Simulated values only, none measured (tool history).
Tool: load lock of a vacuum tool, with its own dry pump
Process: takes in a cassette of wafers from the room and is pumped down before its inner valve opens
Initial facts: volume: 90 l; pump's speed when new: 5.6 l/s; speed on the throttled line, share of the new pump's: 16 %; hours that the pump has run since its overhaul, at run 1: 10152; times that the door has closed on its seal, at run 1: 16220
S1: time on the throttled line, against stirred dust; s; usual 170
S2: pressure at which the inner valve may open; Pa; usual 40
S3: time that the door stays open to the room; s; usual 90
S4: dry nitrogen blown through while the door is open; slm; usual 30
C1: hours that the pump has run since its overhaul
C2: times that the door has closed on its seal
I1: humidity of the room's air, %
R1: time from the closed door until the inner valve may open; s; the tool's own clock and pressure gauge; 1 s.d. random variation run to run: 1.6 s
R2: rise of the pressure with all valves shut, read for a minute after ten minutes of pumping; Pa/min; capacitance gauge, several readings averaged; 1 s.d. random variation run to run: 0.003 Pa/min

run	day	S1	S2	S3	S4	C1	C2	I1	R1	R2
1	0	170	40	90	30	10152	16220	43.9	274.7	0.285
2	5.483	86	40	90	30	10283	16598	44.4	206.2	0.293
3	9.883	86	40	90	30	10389	16901	45.6	208.9	0.3
4	15.933	86	40	90	30	10534	17319	46	207.9	0.311
5	22.783	278	40	90	30	10699	17791	43	367.2	0.329
6	27.65	278	40	90	30	10815	18126	44.6	367.5	0.33
7	34.725	170	43	90	30	10985	18614	46	271.6	0.342
8	39.125	170	43	90	30	11091	18918	43.6	274.2	0.356
9	46.238	170	40	90	30	11262	19408	46.9	278.6	0.365
10	52.671	170	40	90	30	11416	19851	46.7	277.8	0.381
11	59.558	170	40	90	30	11581	20326	46.8	275.9	0.39
12	63.238	170	34	90	30	11670	20580	45.4	282.6	0.401
13	68.95	170	40	90	30	11807	20974	39.3	273.6	0.404
14	73.3	170	50	90	30	11911	21274	44.7	274	0.415
15	77.092	170	50	90	30	12002	21535	43.9	275.4	0.429
16	80.571	170	40	90	30	12086	21775	44.4	277.1	0.444
17	83.788	170	40	90	30	12163	21997	40.8	276.9	0.447
18	89.967	170	40	90	30	12311	22423	42.8	275.4	0.468
19	93.017	170	40	90	12	12384	22633	42.8	278.2	0.471
20	97.883	170	40	55	14	12501	22969	46.1	283.3	0.485
21	101.525	303	78	55	19	12588	23220	45.4	376.2	0.486
22	104.708	303	78	55	19	12665	23440	43.6	375.4	0.491
23	109.438	170	40	90	20	12778	23766	43.3	275.8	0.495
24	113.117	267	40	189	5	12867	24019	46.1	356.6	0.514
25	118.825	121	42	46	6	13004	24413	42.3	237.2	0.523
26	123.9	112	54	90	16	13125	24763	46.3	225.8	0.542
27	128.612	170	31	51	7	13239	25088	46.6	286.6	0.553
28	132.2	170	39	199	30	13325	25335	44.3	280.3	0.557
29	138.179	170	39	199	30	13468	25747	44.3	280.9	0.572
# day 143.462: door's seal changed, seat wiped
30	145.275	170	37	90	30	13637	125	43.3	278.8	0.011
31	152.254	170	32	90	30	13804	606	45	282.7	0.02
32	156.938	165	40	90	30	13917	929	43.7	277.9	0.021
33	162.983	165	40	90	30	14062	1346	44.9	275.8	0.028
34	165.946	134	40	90	10	14133	1551	43.1	251.3	0.034
35	172.692	134	40	90	10	14295	2016	43.8	250.5	0.034
36	178.558	170	47	190	4	14436	2420	45.4	275.6	0.059
37	182.642	170	47	190	13	14534	2702	47.1	276.3	0.052
38	187.192	308	47	82	28	14643	3015	46.3	389.8	0.041

Alternative continuations, all from the tool just after run 38; predict every row:
A	192.871	170	40	26	30	14779	3407	45.3	?	?
B	192.871	199	40	31	30	14779	3407	42.8	?	?
C	192.871	329	40	90	30	14779	3407	41.6	?	?

run	R1	R2
A	281.9	0.032
B	306.3	0.039
C	408.4	0.042
Take away the tool's hidden state, keep each run's random variation, and the runs would have read:
run	R1	R2
A	269.8	0.004
B	294.8	0.011
C	399.6	0.014
